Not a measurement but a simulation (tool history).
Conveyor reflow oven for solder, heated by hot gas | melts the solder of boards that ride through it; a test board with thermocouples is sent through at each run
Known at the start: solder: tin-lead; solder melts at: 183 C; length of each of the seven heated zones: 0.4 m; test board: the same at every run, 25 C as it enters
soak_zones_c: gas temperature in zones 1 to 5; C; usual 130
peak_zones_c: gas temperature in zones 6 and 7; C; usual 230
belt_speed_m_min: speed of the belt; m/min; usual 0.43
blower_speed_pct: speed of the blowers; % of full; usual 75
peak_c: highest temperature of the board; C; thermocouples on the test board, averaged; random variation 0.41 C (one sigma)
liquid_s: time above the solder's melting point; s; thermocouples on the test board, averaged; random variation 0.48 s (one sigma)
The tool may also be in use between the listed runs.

run   hour  soak_zones_c  peak_zones_c  belt_speed_m_min  blower_speed_pct  peak_c  liquid_s
  1      0           130           230              0.43                75   215.8      80.4
  2   24.8           130           230              0.43                75     216      80.1
  3   52.2           130           230              0.43                75   216.4      80.7
  4   69.3           130           230              0.43                75   215.9      79.6
  5   84.8           130           230              0.43                75     216      80.1
  6   96.8           130           230              0.43                75     216      79.5
  7    113           130           230              0.43                81   217.3      82.1
  8    133           130           230              0.43                81   217.6      82.3
  9  156.5           123           230              0.43                81   216.8      77.3
 10  177.6           123           230              0.43                81   216.3      78.3
 11  197.6           123           230              0.43                81   216.8      76.8
 12    217           123           230              0.43                81   216.9      77.5
 13  240.5           123           230              0.43                81   217.7      78.8
 14  254.8           123           230              0.43                81   216.5        78
 15  277.3           123           230              0.43                81   217.1      78.8
 16    296           123           230              0.43                81   216.2      77.8
 17  317.4           130           222              0.43                60   204.8      62.5
 18  334.5           130           222              0.43                86   211.3      76.6
 19  347.2           130           222              0.43                86   211.4      75.7
 20  359.3           135           227             0.504                76     210      61.7
 21  371.9           130           230              0.43                82   218.2      81.9
 22  386.8           136           230             0.404                56   213.4      82.6
 23  403.8           136           230             0.404                56   214.2      83.9
 24  420.5           136           230             0.404                56   213.7      83.4
 25  433.1           133           223             0.448                55   202.6      57.2
 26    458           133           223             0.448                55   202.4      57.1
 27  475.7           133           223             0.448                55   202.3      56.3

Taken out of this log: 1 entry between the listed runs. Where each belongs, and how the hidden state differs across it:
Between runs 11 and 12: flux residue cleaned out of gas plates and filters (hour 213.6)
  heat that the gas passes to the board, % of a clean oven's: 99.5 -> 100

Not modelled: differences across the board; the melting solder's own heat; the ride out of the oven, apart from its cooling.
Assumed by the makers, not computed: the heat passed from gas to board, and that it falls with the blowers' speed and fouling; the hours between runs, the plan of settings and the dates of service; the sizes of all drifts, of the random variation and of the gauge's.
